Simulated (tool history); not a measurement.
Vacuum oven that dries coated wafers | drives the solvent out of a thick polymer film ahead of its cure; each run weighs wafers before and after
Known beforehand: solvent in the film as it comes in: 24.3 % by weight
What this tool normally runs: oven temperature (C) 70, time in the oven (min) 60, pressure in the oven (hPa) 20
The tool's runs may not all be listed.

run 1 hour=0 | oven_temperature_(C)=70 time_in_the_oven_(min)=60 pressure_in_the_oven_(hPa)=20 | solvent_left_in_the_film_(%)=3.08
run 2 hour=37.3 | oven_temperature_(C)=70 time_in_the_oven_(min)=60 pressure_in_the_oven_(hPa)=20 | solvent_left_in_the_film_(%)=3.13
run 3 hour=59.9 | oven_temperature_(C)=70 time_in_the_oven_(min)=60 pressure_in_the_oven_(hPa)=11 | solvent_left_in_the_film_(%)=2.52
run 4 hour=77 | oven_temperature_(C)=55 time_in_the_oven_(min)=60 pressure_in_the_oven_(hPa)=20 | solvent_left_in_the_film_(%)=10.82
run 5 hour=106.3 | oven_temperature_(C)=55 time_in_the_oven_(min)=60 pressure_in_the_oven_(hPa)=20 | solvent_left_in_the_film_(%)=11.01
run 6 hour=124.7 | oven_temperature_(C)=70 time_in_the_oven_(min)=60 pressure_in_the_oven_(hPa)=70.6 | solvent_left_in_the_film_(%)=5.59
run 7 hour=154.2 | oven_temperature_(C)=70 time_in_the_oven_(min)=60 pressure_in_the_oven_(hPa)=70.6 | solvent_left_in_the_film_(%)=5.57
-- hour=159.5 vacuum gauge cleaned of residue and calibrated
run 8 hour=174.1 | oven_temperature_(C)=70 time_in_the_oven_(min)=99 pressure_in_the_oven_(hPa)=78.9 | solvent_left_in_the_film_(%)=4.73
run 9 hour=205.5 | oven_temperature_(C)=62 time_in_the_oven_(min)=97 pressure_in_the_oven_(hPa)=78.9 | solvent_left_in_the_film_(%)=8.19
run 10 hour=231.1 | oven_temperature_(C)=62 time_in_the_oven_(min)=97 pressure_in_the_oven_(hPa)=78.9 | solvent_left_in_the_film_(%)=8.09
-- hour=241.9 vacuum gauge cleaned of residue and calibrated, once more
run 11 hour=258.8 | oven_temperature_(C)=79 time_in_the_oven_(min)=38 pressure_in_the_oven_(hPa)=34.5 | solvent_left_in_the_film_(%)=2.61

Here are 5 independent what-if runs from the current tool condition. What would each one return?
run A hour=278.6 | oven_temperature_(C)=71 time_in_the_oven_(min)=41 pressure_in_the_oven_(hPa)=79.9 | solvent_left_in_the_film_(%)=?
run B hour=278.6 | oven_temperature_(C)=70 time_in_the_oven_(min)=87 pressure_in_the_oven_(hPa)=20 | solvent_left_in_the_film_(%)=?
run C hour=278.6 | oven_temperature_(C)=70 time_in_the_oven_(min)=60 pressure_in_the_oven_(hPa)=32.5 | solvent_left_in_the_film_(%)=?
run D hour=278.6 | oven_temperature_(C)=70 time_in_the_oven_(min)=60 pressure_in_the_oven_(hPa)=31.5 | solvent_left_in_the_film_(%)=?
run E hour=278.6 | oven_temperature_(C)=58 time_in_the_oven_(min)=38 pressure_in_the_oven_(hPa)=11.3 | solvent_left_in_the_film_(%)=?

run=A solvent_left_in_the_film_(%)=7.45
run=B solvent_left_in_the_film_(%)=1.88
run=C solvent_left_in_the_film_(%)=3.74
run=D solvent_left_in_the_film_(%)=3.64
run=E solvent_left_in_the_film_(%)=11.8
What these runs would have given with no unlogged condition in the tool:
run=A solvent_left_in_the_film_(%)=7.06
run=B solvent_left_in_the_film_(%)=1.71
run=C solvent_left_in_the_film_(%)=3.46
run=D solvent_left_in_the_film_(%)=3.36
run=E solvent_left_in_the_film_(%)=11.42
